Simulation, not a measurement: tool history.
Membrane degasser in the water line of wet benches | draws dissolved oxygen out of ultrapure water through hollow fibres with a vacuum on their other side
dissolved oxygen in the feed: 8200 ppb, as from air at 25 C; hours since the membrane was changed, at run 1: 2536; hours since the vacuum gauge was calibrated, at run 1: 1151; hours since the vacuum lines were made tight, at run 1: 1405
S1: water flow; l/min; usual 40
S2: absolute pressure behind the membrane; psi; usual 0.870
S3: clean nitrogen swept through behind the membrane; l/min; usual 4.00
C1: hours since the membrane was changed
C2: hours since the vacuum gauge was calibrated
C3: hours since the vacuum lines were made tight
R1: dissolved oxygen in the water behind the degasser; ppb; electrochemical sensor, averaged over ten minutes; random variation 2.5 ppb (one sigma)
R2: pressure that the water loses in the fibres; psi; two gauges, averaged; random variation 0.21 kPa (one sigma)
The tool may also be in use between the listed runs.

| run | day | S1 | S2 | S3 | C1 | C2 | C3 | R1 | R2 |
|---|---|---|---|---|---|---|---|---|---|
| 1 | 0.000 | 40 | 0.870 | 4.00 | 2536 | 1151 | 1405 | 256.0 | 7.044 |
| 2 | 1.929 | 40 | 0.870 | 4.00 | 2583 | 1198 | 1452 | 256.0 | 7.030 |
| 3 | 3.388 | 40 | 0.870 | 4.00 | 2618 | 1233 | 1487 | 257.0 | 7.004 |
| 4 | 5.929 | 40 | 0.870 | 4.00 | 2679 | 1294 | 1548 | 256.3 | 7.024 |
| 5 | 7.467 | 40 | 0.870 | 4.00 | 2715 | 1331 | 1585 | 253.6 | 7.011 |
| 6 | 10.538 | 40 | 0.870 | 4.00 | 2789 | 1404 | 1658 | 253.8 | 6.986 |
| 7 | 13.500 | 40 | 0.870 | 4.00 | 2860 | 1475 | 1729 | 252.4 | 6.979 |
|  | 13.704 | vacuum gauge calibrated |
| 8 | 15.588 | 40 | 0.870 | 4.00 | 2910 | 45 | 1779 | 257.0 | 7.013 |
| 9 | 18.400 | 30 | 0.870 | 4.00 | 2977 | 113 | 1847 | 174.5 | 5.271 |
| 10 | 20.462 | 30 | 0.870 | 4.00 | 3027 | 162 | 1896 | 171.5 | 5.252 |
| 11 | 23.521 | 30 | 0.870 | 4.00 | 3100 | 236 | 1969 | 175.6 | 5.259 |
| 12 | 25.938 | 30 | 0.870 | 4.00 | 3158 | 294 | 2027 | 170.1 | 5.266 |
| 13 | 27.983 | 39 | 1.247 | 3.27 | 3207 | 343 | 2077 | 324.6 | 6.859 |
|  | 29.650 | vacuum gauge calibrated, once more |
| 14 | 30.629 | 26 | 0.555 | 3.27 | 3270 | 24 | 2140 | 108.2 | 4.588 |
| 15 | 32.104 | 26 | 0.555 | 3.27 | 3306 | 59 | 2175 | 109.1 | 4.582 |
| 16 | 33.867 | 40 | 0.686 | 10.28 | 3348 | 101 | 2217 | 208.0 | 7.059 |
| 17 | 36.338 | 44 | 1.801 | 1.97 | 3407 | 161 | 2277 | 623.9 | 7.755 |
| 18 | 38.800 | 40 | 0.870 | 1.82 | 3466 | 220 | 2336 | 318.2 | 7.029 |
| 19 | 41.158 | 40 | 0.870 | 1.82 | 3523 | 276 | 2392 | 328.3 | 7.021 |
| 20 | 43.175 | 40 | 0.870 | 1.82 | 3571 | 325 | 2441 | 326.5 | 7.047 |
| 21 | 45.475 | 58 | 1.350 | 7.20 | 3627 | 380 | 2496 | 417.5 | 10.225 |
| 22 | 48.438 | 38 | 0.619 | 4.00 | 3698 | 451 | 2567 | 200.3 | 6.699 |
| 23 | 51.346 | 30 | 0.978 | 2.34 | 3768 | 521 | 2637 | 224.1 | 5.262 |

5 ways to go on from here, each from the tool as it stands after run 23. What would each give?
| A | 53.721 | 30 | 0.978 | 3.70 | 3825 | 578 | 2694 | ? | ? |
| B | 53.721 | 33 | 0.708 | 4.00 | 3825 | 578 | 2694 | ? | ? |
| C | 53.721 | 39 | 0.978 | 2.34 | 3825 | 578 | 2694 | ? | ? |
| D | 53.721 | 25 | 0.593 | 4.00 | 3825 | 578 | 2694 | ? | ? |
| E | 53.721 | 46 | 0.647 | 2.34 | 3825 | 578 | 2694 | ? | ? |

| run | R1 | R2 |
|---|---|---|
| A | 193.5 | 5.265 |
| B | 176.7 | 5.864 |
| C | 319.9 | 6.873 |
| D | 106.2 | 4.400 |
| E | 290.0 | 8.167 |
Without the tool's hidden state the same runs would have given:
| run | R1 | R2 |
|---|---|---|
| A | 185.1 | 5.189 |
| B | 167.7 | 5.780 |
| C | 308.3 | 6.775 |
| D | 99.7 | 4.337 |
| E | 276.5 | 8.050 |
